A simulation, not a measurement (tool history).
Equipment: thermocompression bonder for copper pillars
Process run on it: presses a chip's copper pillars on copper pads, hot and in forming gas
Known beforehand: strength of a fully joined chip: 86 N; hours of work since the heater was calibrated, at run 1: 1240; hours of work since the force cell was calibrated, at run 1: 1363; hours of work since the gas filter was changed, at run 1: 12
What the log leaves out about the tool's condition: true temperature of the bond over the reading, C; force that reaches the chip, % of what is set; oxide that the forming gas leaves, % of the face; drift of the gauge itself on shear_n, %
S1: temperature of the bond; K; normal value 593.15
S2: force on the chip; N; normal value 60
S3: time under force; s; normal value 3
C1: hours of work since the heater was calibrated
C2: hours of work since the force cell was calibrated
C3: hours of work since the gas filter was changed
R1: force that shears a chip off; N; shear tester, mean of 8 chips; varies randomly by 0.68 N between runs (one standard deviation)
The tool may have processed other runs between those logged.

run,day,S1,S2,S3,C1,C2,C3,R1
1,0.000,593.15,60,3,1240,1363,12,44.0
2,1.029,593.15,60,3,1255,1378,27,42.7
3,3.217,593.15,60,3,1287,1410,59,43.3
4,4.696,575.15,60,3,1309,1432,80,32.3
5,5.729,575.15,60,3,1324,1447,96,31.6
6,7.971,584.15,60,3,1357,1480,128,34.3
7,9.200,584.15,60,3,1375,1498,146,35.6
8,10.300,584.15,60,8,1391,1514,162,48.6
9,11.221,584.15,60,8,1404,1527,176,48.2
10,12.200,584.15,60,8,1419,1542,190,47.1
# day 12.354: forming gas filter changed
11,14.000,593.15,65,3,1445,1568,24,42.2
12,15.896,593.15,65,3,1472,1596,52,42.0
13,17.775,593.15,65,3,1500,1623,79,42.0
# day 19.608: force cell calibrated
14,19.921,593.15,65,3,1530,5,110,41.0
15,21.833,593.15,65,3,1558,33,138,40.1
16,24.029,593.15,65,3,1591,65,170,38.7
# day 25.512: forming gas filter changed
17,25.542,593.15,60,3,1612,87,0,41.0
18,27.679,593.15,60,3,1644,118,32,41.2
19,29.792,590.15,60,3,1675,149,63,38.3
20,31.754,590.15,60,3,1703,178,91,36.6
21,33.342,590.15,60,3,1727,201,115,36.9
22,35.525,564.15,63,4,1759,233,147,28.6
# day 36.650: heater calibrated with a thermocouple chip
23,37.483,606.15,46,2,12,260,174,38.3
# day 38.754: forming gas filter changed
24,39.433,606.15,46,2,40,289,10,42.1
25,41.417,574.15,60,3,70,318,39,35.6
26,42.625,574.15,60,3,87,335,57,35.4
27,43.604,595.15,60,3,102,350,71,45.4
28,44.725,595.15,60,3,118,366,87,46.0
29,46.408,595.15,60,3,143,391,112,45.9
30,47.662,595.15,60,3,161,409,130,43.9
31,49.300,593.15,79,3,185,433,154,48.2
32,51.471,593.15,79,3,217,465,186,47.6
# day 51.838: forming gas filter changed
33,53.317,593.15,79,3,244,492,22,50.3
34,54.558,605.15,60,4,262,510,40,55.2
35,55.833,605.15,60,4,280,528,59,54.7
36,57.792,584.15,86,7,309,557,87,57.4
37,60.008,571.15,40,7,341,590,120,36.1
38,61.354,593.15,77,4,361,609,139,50.2
39,62.879,569.15,79,8,384,632,162,47.9
40,64.567,569.15,51,8,408,656,186,39.8

For some of the steps in R1 from one run to the next: how much would appear even if the tool had no hidden state, given the settings, what came in and random variation, and how much remains for the hidden state plus any gauge scatter that the measured result and the result without hidden state don't share?
Run 7 -> 8: S3 3 -> 8. R1 +13.0 N: hidden state -2.0, all else +15.0.
Run 10 -> 11: S1 584.15 -> 593.15, S2 60 -> 65, S3 8 -> 3, forming gas filter changed. R1 -4.9 N: hidden state +5.1, all else -10.0.
Run 16 -> 17: S2 65 -> 60, forming gas filter changed. R1 +2.3 N: hidden state +4.2, all else -1.9.
Run 32 -> 33: forming gas filter changed. R1 +2.7 N: hidden state +4.7, all else -2.0.
Run 36 -> 37: S1 584.15 -> 571.15, S2 86 -> 40. R1 -21.3 N: hidden state +0.2, all else -21.5.
Run 37 -> 38: S1 571.15 -> 593.15, S2 40 -> 77, S3 7 -> 4. R1 +14.1 N: hidden state -1.6, all else +15.7.

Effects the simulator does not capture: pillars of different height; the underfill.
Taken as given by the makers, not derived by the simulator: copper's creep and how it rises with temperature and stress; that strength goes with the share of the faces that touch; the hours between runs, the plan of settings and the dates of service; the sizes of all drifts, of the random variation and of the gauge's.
